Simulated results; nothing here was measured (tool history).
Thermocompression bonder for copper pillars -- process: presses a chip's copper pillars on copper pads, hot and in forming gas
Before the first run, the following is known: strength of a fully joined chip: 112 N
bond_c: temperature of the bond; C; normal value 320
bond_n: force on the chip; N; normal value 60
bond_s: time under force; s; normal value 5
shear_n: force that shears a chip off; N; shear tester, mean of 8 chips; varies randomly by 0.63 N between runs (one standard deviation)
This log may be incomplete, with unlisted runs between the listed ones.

Run 1, hour 0: usual settings. Result: shear_n 74.6 N.
Run 2, hour 36.6: usual settings but bond_n 38 N. Result: shear_n 56.9 N.
Run 3, hour 83.7: usual settings. Result: shear_n 75.3 N.
At hour 104: forming gas filter changed.
Run 4, hour 118.5: usual settings but bond_n 54 N. Result: shear_n 71 N.
Run 5, hour 147.5: usual settings but bond_n 54 N. Result: shear_n 71.7 N.
Run 6, hour 185.2: usual settings but bond_n 54 N. Result: shear_n 71.4 N.
Run 7, hour 231.5: usual settings but bond_c 297 C. Result: shear_n 57.2 N.
Run 8, hour 279.9: usual settings but bond_c 342 C. Result: shear_n 89.2 N.
At hour 311.3: heater calibrated with a thermocouple chip.
Run 9, hour 311.3: usual settings but bond_s 12 s. Result: shear_n 90.3 N.
Run 10, hour 340.8: usual settings but bond_s 12 s. Result: shear_n 92.1 N.
Run 11, hour 380.3: usual settings but bond_s 12 s. Result: shear_n 92.1 N.
At hour 387.1: forming gas filter changed.
Run 12, hour 425.3: usual settings but bond_s 12 s. Result: shear_n 91 N.
Run 13, hour 467.5: usual settings but bond_s 12 s. Result: shear_n 91.4 N.
Run 14, hour 505.9: usual settings. Result: shear_n 75 N.
Run 15, hour 549.2: usual settings. Result: shear_n 75.4 N.
Run 16, hour 591.1: usual settings but bond_n 48 N. Result: shear_n 65.8 N.
Run 17, hour 621.6: usual settings but bond_s 15 s. Result: shear_n 94.5 N.
Run 18, hour 641.8: usual settings but bond_s 15 s. Result: shear_n 95 N.
Run 19, hour 665.3: usual settings but bond_s 15 s. Result: shear_n 95.5 N.
At hour 670.2: forming gas filter changed.
Run 20, hour 706.3: usual settings. Result: shear_n 75.8 N.
Run 21, hour 736.2: usual settings but bond_n 48 N. Result: shear_n 67.7 N.
Run 22, hour 770.7: usual settings but bond_c 302 C, bond_n 46 N, bond_s 9 s. Result: shear_n 63.7 N.
Run 23, hour 804: usual settings but bond_c 341 C, bond_n 65 N, bond_s 9 s. Result: shear_n 100.3 N.
Run 24, hour 832: usual settings but bond_c 299 C, bond_n 68 N. Result: shear_n 63.1 N.
Run 25, hour 854.1: usual settings but bond_c 299 C, bond_n 68 N. Result: shear_n 62.2 N.
Run 26, hour 890.9: usual settings but bond_c 299 C, bond_n 68 N, bond_s 4 s. Result: shear_n 58.1 N.
Run 27, hour 922.9: usual settings but bond_c 309 C, bond_n 71 N, bond_s 7 s. Result: shear_n 78.3 N.
Run 28, hour 943.8: usual settings but bond_c 334 C, bond_n 64 N. Result: shear_n 87.3 N.
At hour 950.5: forming gas filter changed.
Run 29, hour 974: usual settings but bond_c 348 C, bond_n 46 N, bond_s 3 s. Result: shear_n 75.5 N.
Run 30, hour 1004.8: usual settings but bond_c 348 C, bond_n 46 N, bond_s 3 s. Result: shear_n 75.8 N.
Run 31, hour 1029.6: usual settings but bond_c 302 C, bond_n 86 N, bond_s 8 s. Result: shear_n 83.8 N.
Run 32, hour 1051.1: usual settings but bond_c 302 C, bond_n 86 N, bond_s 8 s. Result: shear_n 82.9 N.
Run 33, hour 1094.7: usual settings but bond_c 310 C, bond_n 76 N, bond_s 11 s. Result: shear_n 91.4 N.
Run 34, hour 1131.6: usual settings but bond_c 310 C, bond_n 76 N, bond_s 11 s. Result: shear_n 90.1 N.
Run 35, hour 1176.5: usual settings but bond_c 294 C, bond_n 42 N, bond_s 15 s. Result: shear_n 64.2 N.
Run 36, hour 1200.5: usual settings but bond_s 3 s. Result: shear_n 65 N.
At hour 1230: forming gas filter changed.
Run 37, hour 1232.1: usual settings but bond_s 3 s. Result: shear_n 64 N.
Run 38, hour 1264.1: usual settings but bond_c 291 C, bond_n 38 N, bond_s 8 s. Result: shear_n 47.5 N.
Run 39, hour 1307.4: usual settings but bond_c 344 C, bond_n 65 N. Result: shear_n 94.6 N.
Run 40, hour 1350.9: usual settings but bond_c 344 C, bond_n 65 N. Result: shear_n 93.2 N.

What if the next run were any one of these 3? Each begins from the tool's condition after run 40:
Run A, hour 1377.1: usual settings but bond_c 300 C, bond_n 59 N, bond_s 3 s. Result: shear_n ?.
Run B, hour 1377.1: usual settings but bond_c 344 C, bond_n 65 N, bond_s 15 s. Result: shear_n ?.
Run C, hour 1377.1: usual settings but bond_c 346 C, bond_n 53 N, bond_s 15 s. Result: shear_n ?.

run  shear_n
  A     49.2
  B    107.1
  C    103.5
Without the tool's hidden state the same runs would have given:
run  shear_n
  A     49.4
  B    107.3
  C    103.7
